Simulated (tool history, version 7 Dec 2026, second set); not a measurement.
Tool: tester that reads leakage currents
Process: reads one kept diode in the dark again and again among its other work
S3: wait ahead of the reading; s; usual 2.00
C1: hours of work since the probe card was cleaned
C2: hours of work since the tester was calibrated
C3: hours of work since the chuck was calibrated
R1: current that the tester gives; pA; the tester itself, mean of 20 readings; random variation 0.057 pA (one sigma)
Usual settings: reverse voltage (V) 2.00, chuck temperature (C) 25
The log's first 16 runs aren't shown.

run 17 hour=2824.9 | reverse_voltage_(V)=2.00 chuck_temperature_(C)=25 S3=2.00 | C1=346 C2=1766 C3=655 | R1=13.80
-- hour=2893.5 probe card cleaned and baked, once more
-- hour=2945.6 chuck's temperature calibrated
run 18 hour=3061.2 | reverse_voltage_(V)=2.00 chuck_temperature_(C)=25 S3=2.00 | C1=101 C2=1908 C3=71 | R1=8.97
run 19 hour=3282.9 | reverse_voltage_(V)=2.00 chuck_temperature_(C)=25 S3=2.00 | C1=237 C2=2043 C3=206 | R1=8.82
-- hour=3397.1 tester calibrated
run 20 hour=3419.9 | reverse_voltage_(V)=2.00 chuck_temperature_(C)=25 S3=5.07 | C1=319 C2=14 C3=289 | R1=8.86
run 21 hour=3547.4 | reverse_voltage_(V)=1.42 chuck_temperature_(C)=25 S3=2.00 | C1=397 C2=92 C3=367 | R1=7.21
run 22 hour=3767.6 | reverse_voltage_(V)=19.52 chuck_temperature_(C)=38 S3=2.00 | C1=532 C2=226 C3=501 | R1=83.38
run 23 hour=3954.3 | reverse_voltage_(V)=1.95 chuck_temperature_(C)=45 S3=2.77 | C1=646 C2=341 C3=615 | R1=34.72
run 24 hour=4077.9 | reverse_voltage_(V)=1.95 chuck_temperature_(C)=45 S3=2.77 | C1=722 C2=416 C3=691 | R1=34.50
-- hour=4133.9 chuck's temperature calibrated
run 25 hour=4248.5 | reverse_voltage_(V)=1.50 chuck_temperature_(C)=44 S3=1.79 | C1=825 C2=519 C3=70 | R1=31.05
run 26 hour=4448.7 | reverse_voltage_(V)=17.91 chuck_temperature_(C)=27 S3=1.30 | C1=947 C2=642 C3=192 | R1=47.46
run 27 hour=4678.4 | reverse_voltage_(V)=2.22 chuck_temperature_(C)=28 S3=1.30 | C1=1087 C2=782 C3=333 | R1=13.10
run 28 hour=4896.7 | reverse_voltage_(V)=6.00 chuck_temperature_(C)=30 S3=3.65 | C1=1221 C2=915 C3=466 | R1=27.29
run 29 hour=5079.2 | reverse_voltage_(V)=13.67 chuck_temperature_(C)=49 S3=6.07 | C1=1332 C2=1027 C3=578 | R1=144.61
run 30 hour=5181.8 | reverse_voltage_(V)=1.27 chuck_temperature_(C)=23 S3=4.49 | C1=1395 C2=1090 C3=641 | R1=6.58
-- hour=5318.2 chuck's temperature calibrated
run 31 hour=5384.9 | reverse_voltage_(V)=1.51 chuck_temperature_(C)=25 S3=1.27 | C1=1518 C2=1213 C3=41 | R1=9.28
run 32 hour=5500.0 | reverse_voltage_(V)=1.92 chuck_temperature_(C)=42 S3=2.00 | C1=1588 C2=1283 C3=111 | R1=31.66
run 33 hour=5673.4 | reverse_voltage_(V)=1.92 chuck_temperature_(C)=42 S3=2.00 | C1=1694 C2=1389 C3=217 | R1=31.43
run 34 hour=5848.6 | reverse_voltage_(V)=1.92 chuck_temperature_(C)=42 S3=2.00 | C1=1802 C2=1496 C3=324 | R1=31.16
run 35 hour=6052.5 | reverse_voltage_(V)=3.78 chuck_temperature_(C)=25 S3=1.69 | C1=1926 C2=1621 C3=449 | R1=16.91
run 36 hour=6269.1 | reverse_voltage_(V)=3.78 chuck_temperature_(C)=25 S3=1.69 | C1=2059 C2=1753 C3=581 | R1=16.96
run 37 hour=6459.0 | reverse_voltage_(V)=3.78 chuck_temperature_(C)=49 S3=0.43 | C1=2175 C2=1869 C3=697 | R1=69.78
-- hour=6498.3 chuck's temperature calibrated
run 38 hour=6670.1 | reverse_voltage_(V)=10.50 chuck_temperature_(C)=29 S3=2.04 | C1=2302 C2=1997 C3=105 | R1=46.87
run 39 hour=6773.3 | reverse_voltage_(V)=10.50 chuck_temperature_(C)=29 S3=1.03 | C1=2366 C2=2060 C3=168 | R1=47.87

3 ways to go on from here, each from the tool as it stands after run 39. What would each give?
-- hour=6867.7 tester calibrated
run A hour=6933.0 | reverse_voltage_(V)=4.79 chuck_temperature_(C)=33 S3=1.45 | C1=2462 C2=40 C3=264 | R1=?
-- hour=6867.7 tester calibrated
run B hour=6933.0 | reverse_voltage_(V)=1.59 chuck_temperature_(C)=29 S3=1.57 | C1=2462 C2=40 C3=264 | R1=?
-- hour=6867.7 tester calibrated
run C hour=6933.0 | reverse_voltage_(V)=2.41 chuck_temperature_(C)=25 S3=1.04 | C1=2462 C2=40 C3=264 | R1=?

run=A R1=33.95
run=B R1=13.10
run=C R1=13.88
Without the tool's hidden state the same runs would have given:
run=A R1=26.83
run=B R1=10.85
run=C R1=10.15
